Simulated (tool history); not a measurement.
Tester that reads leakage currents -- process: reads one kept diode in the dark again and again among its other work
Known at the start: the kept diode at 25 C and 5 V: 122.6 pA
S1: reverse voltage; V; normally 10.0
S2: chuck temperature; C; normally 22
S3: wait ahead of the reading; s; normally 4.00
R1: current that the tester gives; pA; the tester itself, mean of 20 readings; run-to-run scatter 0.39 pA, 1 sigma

run 1 hour=0.0 | S1=10.0 S2=22 S3=4.00 | R1=130.77
run 2 hour=40.8 | S1=10.0 S2=22 S3=1.08 | R1=130.74
run 3 hour=63.4 | S1=10.0 S2=22 S3=1.08 | R1=129.92
run 4 hour=100.3 | S1=10.0 S2=22 S3=0.34 | R1=131.20
run 5 hour=143.5 | S1=10.0 S2=22 S3=4.00 | R1=131.23
run 6 hour=178.3 | S1=10.0 S2=22 S3=4.00 | R1=130.94
run 7 hour=199.3 | S1=10.0 S2=22 S3=3.25 | R1=130.44
run 8 hour=223.9 | S1=10.0 S2=22 S3=3.25 | R1=130.70
run 9 hour=242.7 | S1=10.0 S2=22 S3=4.00 | R1=131.13
run 10 hour=265.4 | S1=10.0 S2=22 S3=4.00 | R1=129.81
run 11 hour=286.8 | S1=10.0 S2=43 S3=4.00 | R1=599.85
run 12 hour=328.3 | S1=10.0 S2=45 S3=4.00 | R1=681.31
run 13 hour=368.0 | S1=10.0 S2=45 S3=0.33 | R1=687.63
run 14 hour=401.3 | S1=10.0 S2=45 S3=0.33 | R1=687.55
run 15 hour=435.2 | S1=16.3 S2=22 S3=4.00 | R1=159.54
run 16 hour=467.1 | S1=16.3 S2=22 S3=4.00 | R1=160.33
run 17 hour=494.9 | S1=16.3 S2=22 S3=4.00 | R1=161.06
run 18 hour=538.4 | S1=10.0 S2=22 S3=4.00 | R1=130.68
run 19 hour=564.7 | S1=10.0 S2=22 S3=7.38 | R1=130.48
run 20 hour=591.9 | S1=10.0 S2=22 S3=7.38 | R1=130.32
run 21 hour=625.8 | S1=3.9 S2=37 S3=1.23 | R1=266.32
-- hour=636.2 probe card cleaned and baked
run 22 hour=647.4 | S1=3.9 S2=37 S3=1.23 | R1=266.34
run 23 hour=671.7 | S1=2.4 S2=55 S3=4.00 | R1=720.14
run 24 hour=690.8 | S1=10.0 S2=22 S3=1.58 | R1=130.71
run 25 hour=728.2 | S1=2.8 S2=30 S3=0.34 | R1=140.15
run 26 hour=752.8 | S1=2.2 S2=22 S3=4.00 | R1=68.65
run 27 hour=793.8 | S1=19.0 S2=22 S3=4.00 | R1=171.69
run 28 hour=819.0 | S1=11.7 S2=54 S3=1.78 | R1=1323.63
run 29 hour=854.7 | S1=10.0 S2=22 S3=0.38 | R1=132.02
run 30 hour=892.3 | S1=10.0 S2=45 S3=4.00 | R1=684.26
run 31 hour=920.1 | S1=10.0 S2=45 S3=4.00 | R1=687.78
run 32 hour=941.3 | S1=18.8 S2=21 S3=8.62 | R1=157.49
run 33 hour=967.4 | S1=18.8 S2=21 S3=8.62 | R1=157.27
run 34 hour=996.1 | S1=10.0 S2=54 S3=4.00 | R1=1233.53
run 35 hour=1024.1 | S1=1.1 S2=22 S3=4.00 | R1=51.61
run 36 hour=1054.5 | S1=1.1 S2=22 S3=4.00 | R1=51.35
run 37 hour=1097.9 | S1=1.1 S2=22 S3=4.00 | R1=51.38
run 38 hour=1123.8 | S1=10.0 S2=27 S3=0.62 | R1=192.42
run 39 hour=1146.9 | S1=10.0 S2=23 S3=0.62 | R1=141.90

Consider 5 possible next runs. They are alternatives, not a sequence: every one starts from the tool as it was left by run 39. What does each give?
run A hour=1183.1 | S1=10.0 S2=27 S3=6.13 | R1=?
run B hour=1183.1 | S1=10.0 S2=46 S3=2.54 | R1=?
run C hour=1183.1 | S1=1.9 S2=43 S3=2.32 | R1=?
run D hour=1183.1 | S1=1.8 S2=31 S3=4.00 | R1=?
run E hour=1183.1 | S1=10.0 S2=23 S3=1.91 | R1=?

run=A R1=191.41
run=B R1=734.50
run=C R1=299.92
run=D R1=124.92
run=E R1=141.21
What these runs would have given with no unlogged condition in the tool:
run=A R1=191.49
run=B R1=734.81
run=C R1=300.05
run=D R1=124.98
run=E R1=141.27
